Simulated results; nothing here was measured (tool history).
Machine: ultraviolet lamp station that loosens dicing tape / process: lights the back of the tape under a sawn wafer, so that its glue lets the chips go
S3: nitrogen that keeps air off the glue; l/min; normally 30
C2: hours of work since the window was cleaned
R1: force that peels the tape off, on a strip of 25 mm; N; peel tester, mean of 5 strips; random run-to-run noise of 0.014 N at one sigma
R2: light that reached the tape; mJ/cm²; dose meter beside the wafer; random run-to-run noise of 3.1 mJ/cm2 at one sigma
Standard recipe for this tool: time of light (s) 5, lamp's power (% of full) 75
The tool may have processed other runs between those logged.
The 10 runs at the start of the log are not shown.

run 11 hour=352.3 | time_of_light_(s)=5 lamp's_power_(%_of_full)=75 S3=46 | hours_of_work_of_the_lamp=418 C2=349 | R1=0.426 R2=476
run 12 hour=394.9 | time_of_light_(s)=5 lamp's_power_(%_of_full)=75 S3=46 | hours_of_work_of_the_lamp=443 C2=374 | R1=0.438 R2=475
run 13 hour=438.3 | time_of_light_(s)=5 lamp's_power_(%_of_full)=75 S3=46 | hours_of_work_of_the_lamp=468 C2=400 | R1=0.440 R2=482
run 14 hour=462.2 | time_of_light_(s)=8 lamp's_power_(%_of_full)=75 S3=46 | hours_of_work_of_the_lamp=482 C2=414 | R1=0.155 R2=777
run 15 hour=505.6 | time_of_light_(s)=8 lamp's_power_(%_of_full)=75 S3=46 | hours_of_work_of_the_lamp=508 C2=439 | R1=0.151 R2=766
run 16 hour=536.4 | time_of_light_(s)=8 lamp's_power_(%_of_full)=75 S3=46 | hours_of_work_of_the_lamp=526 C2=457 | R1=0.149 R2=771
run 17 hour=555.6 | time_of_light_(s)=5 lamp's_power_(%_of_full)=75 S3=30 | hours_of_work_of_the_lamp=537 C2=468 | R1=0.649 R2=475
run 18 hour=582.0 | time_of_light_(s)=2 lamp's_power_(%_of_full)=72 S3=32 | hours_of_work_of_the_lamp=553 C2=484 | R1=3.322 R2=185
run 19 hour=620.1 | time_of_light_(s)=8 lamp's_power_(%_of_full)=64 S3=32 | hours_of_work_of_the_lamp=575 C2=506 | R1=0.282 R2=656
run 20 hour=658.1 | time_of_light_(s)=8 lamp's_power_(%_of_full)=64 S3=32 | hours_of_work_of_the_lamp=597 C2=528 | R1=0.278 R2=657
run 21 hour=678.6 | time_of_light_(s)=9 lamp's_power_(%_of_full)=75 S3=46 | hours_of_work_of_the_lamp=609 C2=540 | R1=0.139 R2=865
run 22 hour=699.2 | time_of_light_(s)=9 lamp's_power_(%_of_full)=75 S3=46 | hours_of_work_of_the_lamp=621 C2=552 | R1=0.141 R2=867
run 23 hour=737.0 | time_of_light_(s)=2 lamp's_power_(%_of_full)=91 S3=46 | hours_of_work_of_the_lamp=643 C2=575 | R1=2.017 R2=235
-- hour=758.7 window cleaned of glue's vapour
run 24 hour=763.2 | time_of_light_(s)=2 lamp's_power_(%_of_full)=91 S3=46 | hours_of_work_of_the_lamp=658 C2=3 | R1=2.078 R2=231
run 25 hour=794.4 | time_of_light_(s)=6 lamp's_power_(%_of_full)=83 S3=30 | hours_of_work_of_the_lamp=677 C2=21 | R1=0.319 R2=645
run 26 hour=831.7 | time_of_light_(s)=6 lamp's_power_(%_of_full)=83 S3=30 | hours_of_work_of_the_lamp=698 C2=43 | R1=0.331 R2=638
run 27 hour=856.1 | time_of_light_(s)=6 lamp's_power_(%_of_full)=83 S3=30 | hours_of_work_of_the_lamp=713 C2=57 | R1=0.311 R2=638
run 28 hour=889.8 | time_of_light_(s)=6 lamp's_power_(%_of_full)=83 S3=30 | hours_of_work_of_the_lamp=732 C2=77 | R1=0.317 R2=637
run 29 hour=935.3 | time_of_light_(s)=7 lamp's_power_(%_of_full)=75 S3=30 | hours_of_work_of_the_lamp=759 C2=103 | R1=0.270 R2=677
run 30 hour=967.4 | time_of_light_(s)=7 lamp's_power_(%_of_full)=75 S3=30 | hours_of_work_of_the_lamp=778 C2=122 | R1=0.284 R2=678
run 31 hour=987.1 | time_of_light_(s)=7 lamp's_power_(%_of_full)=75 S3=30 | hours_of_work_of_the_lamp=789 C2=134 | R1=0.271 R2=678
run 32 hour=1024.6 | time_of_light_(s)=2 lamp's_power_(%_of_full)=75 S3=42 | hours_of_work_of_the_lamp=811 C2=156 | R1=2.749 R2=186
run 33 hour=1052.8 | time_of_light_(s)=2 lamp's_power_(%_of_full)=75 S3=42 | hours_of_work_of_the_lamp=828 C2=172 | R1=2.800 R2=192

Alternative continuations, all from the tool just after run 33; predict every row:
run A hour=1078.3 | time_of_light_(s)=4 lamp's_power_(%_of_full)=75 S3=28 | hours_of_work_of_the_lamp=843 C2=187 | R1=? R2=?
run B hour=1078.3 | time_of_light_(s)=6 lamp's_power_(%_of_full)=75 S3=34 | hours_of_work_of_the_lamp=843 C2=187 | R1=? R2=?
run C hour=1078.3 | time_of_light_(s)=5 lamp's_power_(%_of_full)=75 S3=17 | hours_of_work_of_the_lamp=843 C2=187 | R1=? R2=?
run D hour=1078.3 | time_of_light_(s)=4 lamp's_power_(%_of_full)=75 S3=23 | hours_of_work_of_the_lamp=843 C2=187 | R1=? R2=?
run E hour=1078.3 | time_of_light_(s)=3 lamp's_power_(%_of_full)=92 S3=15 | hours_of_work_of_the_lamp=843 C2=187 | R1=? R2=?

run=A R1=1.142 R2=381
run=B R1=0.343 R2=576
run=C R1=1.135 R2=481
run=D R1=1.396 R2=385
run=E R1=2.169 R2=357
With the hidden condition removed and each run's random variation left untouched, the same runs would have given:
run=A R1=1.141 R2=381
run=B R1=0.343 R2=576
run=C R1=1.134 R2=481
run=D R1=1.394 R2=385
run=E R1=2.167 R2=357
